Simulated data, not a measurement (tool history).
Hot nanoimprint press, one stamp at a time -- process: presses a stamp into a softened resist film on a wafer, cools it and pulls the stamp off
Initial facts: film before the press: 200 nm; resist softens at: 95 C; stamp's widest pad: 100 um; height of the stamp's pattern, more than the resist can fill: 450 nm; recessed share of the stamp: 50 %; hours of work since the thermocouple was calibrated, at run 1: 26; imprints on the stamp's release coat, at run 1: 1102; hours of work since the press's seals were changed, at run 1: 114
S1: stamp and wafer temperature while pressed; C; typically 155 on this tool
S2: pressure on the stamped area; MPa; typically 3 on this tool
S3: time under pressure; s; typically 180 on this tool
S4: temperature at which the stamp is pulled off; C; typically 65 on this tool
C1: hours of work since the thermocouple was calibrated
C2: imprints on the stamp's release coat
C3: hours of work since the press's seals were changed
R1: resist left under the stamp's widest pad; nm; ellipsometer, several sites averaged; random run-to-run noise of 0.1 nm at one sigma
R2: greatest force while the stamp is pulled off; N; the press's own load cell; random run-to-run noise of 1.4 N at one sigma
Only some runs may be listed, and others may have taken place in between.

run   hour   S1    S2   S3  S4   C1    C2   C3     R1   R2
  1      0  155     3  180  65   26  1102  114   91.3  152
  2     11  155     3  180  65   34  1139  122   91.2  151
  3     16  155     3  121  65   38  1157  126  103.6  155
  4   28.2  155     3  100  65   47  1199  135  109.8  153
  5   33.3  155     3  100  65   50  1216  138  109.7  152
  6   41.2  155     3  100  65   56  1243  144  109.8  151
  7     53  155     3  180  71   65  1284  153   90.8  128
  8   58.7  155     3  180  71   69  1304  157   90.6  131
  9   63.8  155     3  180  65   73  1321  161   90.7  152
 10     71  155     3  180  65   78  1346  166   90.4  152
 11   81.1  155     3  180  65   85  1381  173   90.5  150
 12     90  155     3  180  65   92  1412  180   90.6  150
 13   98.6  155     3  223  65   98  1441  186   84.1  151
 14  104.6  155     3  180  67  102  1462  190   90.5  146
 15  116.5  155     3  231  67  111  1503  199     83  146
     118.4  -- gauge calibrated
 16  121.7  155     3   95  59  115  1521  203  111.6  176
 17  131.6  155     3   95  59  122  1555  210  111.8  176
 18  140.3  155     3   95  59  129  1585  217  111.5  178
 19  147.5  153  3.54  143  51  134  1610  222   97.5  203
 20    155  155     3  145  68  139  1635  227   97.7  143
 21  167.2  155     3  145  51  148  1677  236   97.6  206
 22  174.6  155  2.68  316  51  154  1703  242   79.7  206
 23  184.6  163     3  171  65  161  1737  249   66.9  154

Run 24 has not been measured yet. What should we expect?
 24  196.4  147  4.47  232  58  170  1778  258   ?   ?

R1: 95.5 nm
R2: 178 N
Without the tool's hidden state the same run would have given R1 96.1 nm, R2 177 N.
